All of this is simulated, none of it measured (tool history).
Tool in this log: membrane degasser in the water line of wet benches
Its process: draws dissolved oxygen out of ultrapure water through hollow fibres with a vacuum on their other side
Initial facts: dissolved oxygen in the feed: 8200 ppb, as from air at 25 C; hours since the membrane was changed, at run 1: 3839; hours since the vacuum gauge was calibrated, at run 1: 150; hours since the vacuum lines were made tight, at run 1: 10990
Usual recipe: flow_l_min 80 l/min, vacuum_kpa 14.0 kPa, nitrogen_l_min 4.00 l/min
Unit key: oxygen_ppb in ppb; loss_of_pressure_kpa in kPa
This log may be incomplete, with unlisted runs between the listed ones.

run      day  flow_l_min  vacuum_kpa  nitrogen_l_min  hours since the membrane was changed  hours since the vacuum gauge was calibrated  hours since the vacuum lines were made tight  oxygen_ppb  loss_of_pressure_kpa
  1    0.000          80        14.0            4.00                                  3839                                          150                                         10990       461.1                 45.83
  2    2.442          80        14.0            4.00                                  3897                                          209                                         11048       463.3                 46.17
       7.058  -- seals of the vacuum lines changed
  3    7.558          95        14.0            4.00                                  4018                                          330                                            12       531.9                 55.06
  4   13.533          80        14.0            4.00                                  4161                                          473                                           155       462.9                 45.99
  5   17.333          49        14.0            4.00                                  4253                                          564                                           247       297.5                 28.19
  6   23.225          80        14.0            9.93                                  4394                                          706                                           388       205.3                 46.20
  7   28.825         120        14.0            4.00                                  4528                                          840                                           522       645.2                 69.50
  8   34.421         105        14.0            4.00                                  4663                                          975                                           657       578.2                 60.84
  9   37.250          80        14.0            4.00                                  4731                                         1042                                           725       458.8                 46.43
 10   40.942          80        14.0            4.00                                  4819                                         1131                                           813       461.6                 46.29
 11   45.054          80        14.0            4.00                                  4918                                         1230                                           912       461.1                 46.29
 12   48.104          80        14.0            6.37                                  4991                                         1303                                           985       308.9                 46.72
 13   52.454          99        14.0            4.00                                  5095                                         1407                                          1090       553.9                 57.73
 14   57.821          99        14.0            4.00                                  5224                                         1536                                          1218       551.9                 57.86
 15   60.908         110        34.3            8.91                                  5298                                         1610                                          1292       815.3                 64.53
 16   64.262         110        34.3            8.91                                  5379                                         1691                                          1373       820.1                 63.98
 17   66.792         110        34.3            8.91                                  5440                                         1751                                          1434       818.1                 63.94
 18   72.617         110        34.3            8.91                                  5579                                         1891                                          1573       822.3                 63.94
 19   77.983         108        34.3            8.91                                  5708                                         2020                                          1702       807.8                 63.08
 20   81.742         108        34.3            8.91                                  5798                                         2110                                          1792       808.6                 62.88
 21   86.038         127        12.5            5.92                                  5901                                         2213                                          1896       431.1                 74.27
 22   89.233         127        12.5            8.09                                  5978                                         2290                                          1972       330.4                 74.12
 23   91.871          59        16.3            2.05                                  6041                                         2353                                          2036       738.9                 34.41
 24   96.925          59        16.3            2.05                                  6163                                         2475                                          2157       739.3                 34.95
 25  102.675          51        14.0            7.11                                  6301                                         2613                                          2295       184.6                 30.08
 26  108.442         115        14.0            7.11                                  6439                                         2751                                          2433       389.9                 67.02

Predict the results of run 27:
 27  113.500         115        14.0            7.11                                  6561                                         2872                                          2555           ?                     ?

{"run 27": {"oxygen_ppb": 388.3, "loss_of_pressure_kpa": 67.74}}
Minus the tool's unlogged condition, the same run would have read oxygen_ppb 388.2 ppb, loss_of_pressure_kpa 66.31 kPa.
